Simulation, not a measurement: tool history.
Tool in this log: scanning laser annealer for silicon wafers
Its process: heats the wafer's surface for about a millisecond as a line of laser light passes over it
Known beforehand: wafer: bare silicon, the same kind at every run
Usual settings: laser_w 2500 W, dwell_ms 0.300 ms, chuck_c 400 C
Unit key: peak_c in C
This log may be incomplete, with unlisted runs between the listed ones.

run	day	laser_w	dwell_ms	chuck_c	peak_c
1	0.000	2500	0.300	400	1143
2	0.704	2500	0.300	400	1148
3	1.133	2500	0.300	400	1144
4	1.729	2500	0.300	400	1143
5	2.350	2500	0.300	400	1143
6	2.788	2500	0.257	417	1105

For run 7, what comes out?
# day 2.967: laser's power meter calibrated
7	3.325	2447	0.369	400	?

Run 7 came out at peak_c 1199 C.
On a tool with no hidden condition, and with the same random variation, this run would have come out at peak_c 1233 C.
